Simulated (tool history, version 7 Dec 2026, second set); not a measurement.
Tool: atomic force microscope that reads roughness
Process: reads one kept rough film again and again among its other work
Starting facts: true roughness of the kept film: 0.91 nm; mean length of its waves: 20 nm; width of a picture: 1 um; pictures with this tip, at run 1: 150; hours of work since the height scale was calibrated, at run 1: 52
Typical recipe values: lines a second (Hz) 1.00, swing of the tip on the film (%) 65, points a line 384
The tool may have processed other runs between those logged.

run,hour,lines a second (Hz),swing of the tip on the film (%),points a line,pictures with this tip,hours of work since the height scale was calibrated,roughness of the kept film (nm (root mean square))
1,0.0,1.00,65,384,150,52,0.708
# hour 1.5: new tip fitted
2,8.3,1.00,65,384,10,56,0.796
3,15.5,1.00,65,628,20,59,0.794
4,25.4,1.00,65,628,35,63,0.780
5,34.9,1.00,65,628,49,68,0.780
6,40.9,1.00,65,353,57,70,0.755
7,50.5,1.36,65,384,71,75,0.740
8,58.6,1.36,65,384,83,78,0.739
9,64.3,1.00,65,384,91,81,0.735
10,68.9,1.00,65,492,98,83,0.728
11,77.8,1.00,65,492,111,87,0.729
12,87.3,1.00,65,492,124,91,0.719
13,97.2,0.72,65,384,139,95,0.718
14,102.1,0.95,65,384,146,97,0.707
# hour 106.1: new tip fitted
15,109.1,0.95,65,384,4,100,0.805
16,117.3,0.95,65,384,16,104,0.803
17,122.4,0.95,65,384,24,106,0.782
18,130.5,0.95,65,384,35,110,0.785
19,136.3,1.00,66,384,44,112,0.771
20,143.9,1.00,65,480,55,116,0.771
21,153.5,1.00,65,384,69,120,0.766
22,161.6,1.00,65,384,80,124,0.751
23,166.6,1.00,65,384,88,126,0.757
24,170.9,1.00,65,384,94,128,0.746
25,180.7,2.81,72,384,108,132,0.702
26,188.5,2.81,72,384,119,136,0.690
27,193.1,2.81,72,384,126,138,0.685
28,198.6,2.81,72,384,134,140,0.690
29,205.6,2.81,72,384,144,143,0.671
# hour 211.4: new tip fitted
30,214.4,1.54,80,466,4,147,0.778
31,223.7,0.73,80,452,17,151,0.789
32,232.6,1.00,66,872,30,155,0.791
33,237.4,3.63,60,343,37,157,0.755
34,245.9,1.00,62,384,50,161,0.769
35,253.5,1.00,55,346,61,164,0.770
36,262.2,3.44,67,293,73,168,0.720
37,268.2,3.44,67,293,82,171,0.698
38,272.7,3.05,65,384,88,173,0.716
39,277.9,1.11,65,675,96,175,0.739
40,285.9,3.37,84,659,108,179,0.645
41,295.0,3.72,65,964,121,183,0.697
42,300.3,0.89,87,612,128,185,0.703
43,304.6,1.66,90,384,134,187,0.658
44,313.2,3.41,82,825,147,191,0.640
# hour 316.3: new tip fitted
45,322.5,3.41,69,923,9,195,0.769
46,332.1,1.70,69,320,23,199,0.776
47,338.9,1.25,88,623,33,202,0.739
48,345.6,1.25,88,623,42,205,0.754

4 options for the next run, each taken on its own from the tool as it stands now. Forecast them:
A,352.2,1.25,88,792,52,208,?
B,352.2,1.00,89,384,52,208,?
C,352.2,2.73,88,269,52,208,?
D,352.2,1.25,88,554,52,208,?

run,roughness of the kept film (nm (root mean square))
A,0.750
B,0.746
C,0.659
D,0.741
Without the tool's hidden state the same runs would have given:
run,roughness of the kept film (nm (root mean square))
A,0.789
B,0.784
C,0.694
D,0.779
